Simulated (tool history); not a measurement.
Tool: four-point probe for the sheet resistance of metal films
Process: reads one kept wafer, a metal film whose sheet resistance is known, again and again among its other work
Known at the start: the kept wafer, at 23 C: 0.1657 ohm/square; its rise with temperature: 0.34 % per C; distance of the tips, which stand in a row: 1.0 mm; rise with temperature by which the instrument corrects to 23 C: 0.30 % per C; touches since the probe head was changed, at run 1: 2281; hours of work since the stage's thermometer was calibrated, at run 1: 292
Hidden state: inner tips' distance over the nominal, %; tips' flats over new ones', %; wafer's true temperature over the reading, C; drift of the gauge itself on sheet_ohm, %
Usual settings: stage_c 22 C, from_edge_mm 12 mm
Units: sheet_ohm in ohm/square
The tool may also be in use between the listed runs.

run	hour	stage_c	from_edge_mm	touches since the probe head was changed	hours of work since the stage's thermometer was calibrated	sheet_ohm
1	0.0	22	12	2281	292	0.166371
2	9.6	22	12	2428	296	0.166378
3	27.1	22	12	2698	303	0.166462
4	45.8	22	12	2985	311	0.166371
5	62.6	22	12	3243	318	0.166391
6	78.7	22	3	3490	324	0.175094
7	95.6	22	3	3751	331	0.175139
8	113.6	22	12	4027	339	0.166452
9	136.4	22	18	4378	348	0.166102
10	158.1	23	12	4711	357	0.166489
11	181.1	23	12	5065	366	0.166424
12	198.6	22	12	5334	373	0.166410
13	221.0	22	12	5678	383	0.166420
14	234.1	21	12	5879	388	0.166360
15	253.1	22	12	6172	396	0.166520
16	268.4	22	12	6407	402	0.166514
17	280.0	22	4	6586	407	0.171197
18	303.0	22	12	6940	416	0.166516
19	324.2	22	12	7265	425	0.166437
20	337.7	22	12	7472	430	0.166489
21	347.9	22	12	7629	435	0.166415
22	367.0	32	7	7923	442	0.168352
23	387.7	32	7	8242	451	0.168235
24	406.4	32	7	8530	459	0.168289
25	421.8	32	7	8765	465	0.168295
26	434.4	23	33	8960	470	0.166024
27	452.6	21	49	9239	478	0.165917
28	471.1	21	49	9523	485	0.165858
29	487.4	21	49	9774	492	0.165800
30	501.5	25	5	9992	498	0.169602
31	517.7	25	5	10240	504	0.169561
32	535.7	20	32	10516	512	0.165920
33	551.0	31	11	10753	518	0.167151
34	572.6	24	70	11084	527	0.165995
35	595.4	35	12	11435	536	0.167318
36	608.8	35	12	11640	542	0.167322
37	630.1	35	12	11968	550	0.167388
38	640.0	20	12	12121	554	0.166400
39	653.3	25	35	12325	560	0.166201
40	668.3	22	43	12556	566	0.165970
41	682.3	22	43	12770	572	0.166012

4 ways to go on from here, each from the tool as it stands after run 41. What would each give?
A	697.6	22	6	13006	578	?
B	697.6	21	9	13006	578	?
C	697.6	34	3	13006	578	?
D	697.6	33	22	13006	578	?

run	sheet_ohm
A	0.168405
B	0.166945
C	0.176086
D	0.166755
Without the tool's hidden state the same runs would have given:
run	sheet_ohm
A	0.168113
B	0.166655
C	0.175786
D	0.166470
